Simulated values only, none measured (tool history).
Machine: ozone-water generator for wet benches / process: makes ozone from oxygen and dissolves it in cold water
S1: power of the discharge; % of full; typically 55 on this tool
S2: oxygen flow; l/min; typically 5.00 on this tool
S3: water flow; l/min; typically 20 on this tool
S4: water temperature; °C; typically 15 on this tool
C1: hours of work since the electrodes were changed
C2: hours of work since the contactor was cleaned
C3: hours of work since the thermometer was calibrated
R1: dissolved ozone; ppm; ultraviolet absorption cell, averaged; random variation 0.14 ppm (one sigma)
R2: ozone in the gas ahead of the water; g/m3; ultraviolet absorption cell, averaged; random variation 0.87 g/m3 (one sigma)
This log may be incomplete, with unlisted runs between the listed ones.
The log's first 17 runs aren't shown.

Run 18, hour 1429.6: usual settings but S2 4.98 l/min, S3 28 l/min; C1 1389; C2 2807; C3 1895. Result: R1 11.2 ppm, R2 135.7 g/m3.
Run 19, hour 1482.5: usual settings but S2 4.98 l/min, S3 28 l/min; C1 1421; C2 2839; C3 1927. Result: R1 11.4 ppm, R2 136.0 g/m3.
Run 20, hour 1579.6: usual settings but S1 53 % of full, S2 2.60 l/min, S3 24 l/min, S4 19 °C; C1 1481; C2 2898; C3 1987. Result: R1 10.7 ppm, R2 180.7 g/m3.
Run 21, hour 1667.4: usual settings but S1 53 % of full, S2 3.22 l/min, S3 13 l/min, S4 13 °C; C1 1534; C2 2952; C3 2041. Result: R1 21.5 ppm, R2 163.7 g/m3.
Run 22, hour 1727.3: usual settings but S1 53 % of full, S2 4.59 l/min, S3 14 l/min, S4 13 °C; C1 1571; C2 2989; C3 2077. Result: R1 21.1 ppm, R2 136.6 g/m3.
Run 23, hour 1809.3: usual settings but S1 53 % of full, S2 4.59 l/min, S3 14 l/min, S4 13 °C; C1 1621; C2 3039; C3 2127. Result: R1 21.0 ppm, R2 136.3 g/m3.
Run 24, hour 1873.7: usual settings but S2 5.67 l/min, S3 22 l/min; C1 1661; C2 3078; C3 2167. Result: R1 14.1 ppm, R2 126.6 g/m3.
Run 25, hour 1971.1: usual settings but S2 4.94 l/min, S3 29 l/min; C1 1720; C2 3138; C3 2227. Result: R1 10.5 ppm, R2 134.2 g/m3.
Run 26, hour 2044.0: usual settings but S2 4.94 l/min, S3 29 l/min; C1 1765; C2 3183; C3 2271. Result: R1 10.4 ppm, R2 133.2 g/m3.
Run 27, hour 2106.1: usual settings but S4 8 °C; C1 1803; C2 3221; C3 2309. Result: R1 16.7 ppm, R2 133.7 g/m3.
Run 28, hour 2201.7: usual settings but S4 8 °C; C1 1861; C2 3279; C3 2368. Result: R1 16.7 ppm, R2 134.2 g/m3.
Run 29, hour 2285.5: usual settings but S2 3.11 l/min, S3 28 l/min; C1 1913; C2 3330; C3 2419. Result: R1 9.7 ppm, R2 167.4 g/m3.
Run 30, hour 2341.7: usual settings but S2 3.11 l/min, S3 28 l/min; C1 1947; C2 3365; C3 2453. Result: R1 9.7 ppm, R2 167.6 g/m3.

Estimate the outcome of run 31 from the log above:
Run 31, hour 2460.5: usual settings but S2 3.11 l/min, S3 28 l/min; C1 2020; C2 3437; C3 2526. Result: R1 ?, R2 ?.

Run 31 measured R1 9.8 ppm, R2 165.1 g/m3.
With no hidden state in the tool, this same run would have given R1 11.2 ppm, R2 177.8 g/m3.

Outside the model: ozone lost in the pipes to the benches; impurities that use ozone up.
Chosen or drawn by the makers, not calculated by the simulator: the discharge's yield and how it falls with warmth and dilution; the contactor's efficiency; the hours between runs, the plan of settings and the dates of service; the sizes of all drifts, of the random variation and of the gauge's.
